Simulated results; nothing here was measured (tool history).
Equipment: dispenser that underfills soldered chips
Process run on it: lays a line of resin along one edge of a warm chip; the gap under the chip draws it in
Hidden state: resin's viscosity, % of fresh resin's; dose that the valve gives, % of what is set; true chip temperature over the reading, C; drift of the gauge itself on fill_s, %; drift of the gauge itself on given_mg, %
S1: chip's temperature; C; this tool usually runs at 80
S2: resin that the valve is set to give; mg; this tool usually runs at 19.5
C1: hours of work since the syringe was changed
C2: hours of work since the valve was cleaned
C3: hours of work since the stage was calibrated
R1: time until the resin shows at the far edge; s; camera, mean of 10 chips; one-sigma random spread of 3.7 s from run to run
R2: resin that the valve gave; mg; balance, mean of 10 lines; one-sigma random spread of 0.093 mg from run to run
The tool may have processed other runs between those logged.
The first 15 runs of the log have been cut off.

run	hour	S1	S2	C1	C2	C3	R1	R2
# hour 178.3: new syringe of resin
16	178.3	86	19.5	0	49	407	325.0	19.07
# hour 187.7: dispensing valve cleaned and set on the balance
# hour 188.7: stage's temperature calibrated
17	194.3	86	19.5	9	4	4	566.6	19.58
# hour 198.9: new syringe of resin
18	207.0	86	19.5	5	12	12	428.5	19.50
# hour 217.3: new syringe of resin
19	218.6	80	23.4	1	19	19	388.8	23.10
20	227.8	85	20.2	7	25	25	503.9	20.05
# hour 235.6: new syringe of resin
21	245.0	82	19.5	6	36	36	547.1	19.11
# hour 254.4: new syringe of resin
22	259.6	79	17.4	3	45	45	508.7	16.87
23	267.5	86	23.3	8	50	50	546.1	22.43
# hour 273.2: new syringe of resin
# hour 274.2: dispensing valve cleaned and set on the balance
24	283.5	86	23.3	6	6	60	458.7	23.44
25	290.8	94	17.8	11	11	64	511.3	17.65
# hour 292.9: new syringe of resin
26	307.7	73	20.9	10	21	75	1035.8	20.68
# hour 311.8: new syringe of resin
27	318.0	90	22.3	4	28	81	338.5	22.00
28	328.3	90	22.3	11	35	88	562.0	21.95
# hour 331.4: new syringe of resin
29	339.2	80	19.5	5	41	95	540.0	19.02
# hour 349.7: new syringe of resin
30	349.7	80	19.5	0	48	101	382.9	18.89
# hour 360.0: dispensing valve cleaned and set on the balance
31	367.4	83	19.5	11	5	112	763.4	19.33
# hour 369.9: new syringe of resin
32	374.6	92	18.6	3	9	117	296.2	18.30
33	381.6	71	25.1	7	14	121	943.8	24.80
# hour 388.4: new syringe of resin
34	395.8	80	17.3	5	23	130	566.7	16.90
# hour 407.6: new syringe of resin
35	411.4	85	19.5	2	33	140	384.7	19.07

Predict each of these 4 candidate next runs independently; none follows another, all start after run 35:
A	424.9	90	20.6	11	41	149	?	?
B	424.9	85	24.2	11	41	149	?	?
C	424.9	80	21.7	11	41	149	?	?
D	424.9	87	18.2	11	41	149	?	?

run	R1	R2
A	600.8	19.87
B	706.9	23.34
C	884.2	20.83
D	700.4	17.56
Stripped of hidden state, with their random variation kept, the same runs would have yielded:
run	R1	R2
A	246.1	20.54
B	290.7	24.13
C	362.2	21.53
D	286.1	18.15
